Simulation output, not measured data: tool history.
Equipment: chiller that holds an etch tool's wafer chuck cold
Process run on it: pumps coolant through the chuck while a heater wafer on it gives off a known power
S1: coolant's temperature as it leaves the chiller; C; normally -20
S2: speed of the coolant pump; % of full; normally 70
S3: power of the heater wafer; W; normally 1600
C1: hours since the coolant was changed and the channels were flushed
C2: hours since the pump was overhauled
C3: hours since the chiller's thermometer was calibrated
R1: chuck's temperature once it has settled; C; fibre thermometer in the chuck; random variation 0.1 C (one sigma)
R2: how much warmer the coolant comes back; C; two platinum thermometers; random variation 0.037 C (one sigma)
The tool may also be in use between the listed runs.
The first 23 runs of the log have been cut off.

run 24 day=74.921 | S1=-21 S2=77 S3=1720 | C1=9417 C2=6336 C3=817 | R1=-4.7 R2=7.72
run 25 day=77.971 | S1=-21 S2=77 S3=2050 | C1=9490 C2=6409 C3=890 | R1=-1.4 R2=9.32
run 26 day=81.462 | S1=-21 S2=77 S3=2050 | C1=9574 C2=6493 C3=974 | R1=-1.6 R2=9.18
run 27 day=84.862 | S1=-12 S2=87 S3=851 | C1=9656 C2=6575 C3=1055 | R1=-4.8 R2=3.39
run 28 day=88.017 | S1=-20 S2=70 S3=1395 | C1=9731 C2=6651 C3=1131 | R1=-5.6 R2=6.97
run 29 day=90.867 | S1=-20 S2=70 S3=1395 | C1=9800 C2=6719 C3=1199 | R1=-5.5 R2=7.06
run 30 day=94.025 | S1=-20 S2=70 S3=1395 | C1=9876 C2=6795 C3=1275 | R1=-5.5 R2=7.06
run 31 day=97.533 | S1=-27 S2=70 S3=802 | C1=9960 C2=6879 C3=1359 | R1=-18.5 R2=4.02

What if the next run were any one of these 3? Each begins from the tool's condition after run 31:
run A day=99.888 | S1=-23 S2=70 S3=802 | C1=10016 C2=6935 C3=1416 | R1=? R2=?
run B day=99.888 | S1=-19 S2=65 S3=1600 | C1=10016 C2=6935 C3=1416 | R1=? R2=?
run C day=99.888 | S1=-28 S2=70 S3=2321 | C1=10016 C2=6935 C3=1416 | R1=? R2=?

run=A R1=-14.4 R2=4.04
run=B R1=-1.2 R2=8.73
run=C R1=-3.8 R2=11.75
With the hidden condition removed and each run's random variation left untouched, the same runs would have given:
run=A R1=-16.2 R2=3.67
run=B R1=-5.2 R2=7.93
run=C R1=-9.3 R2=10.68
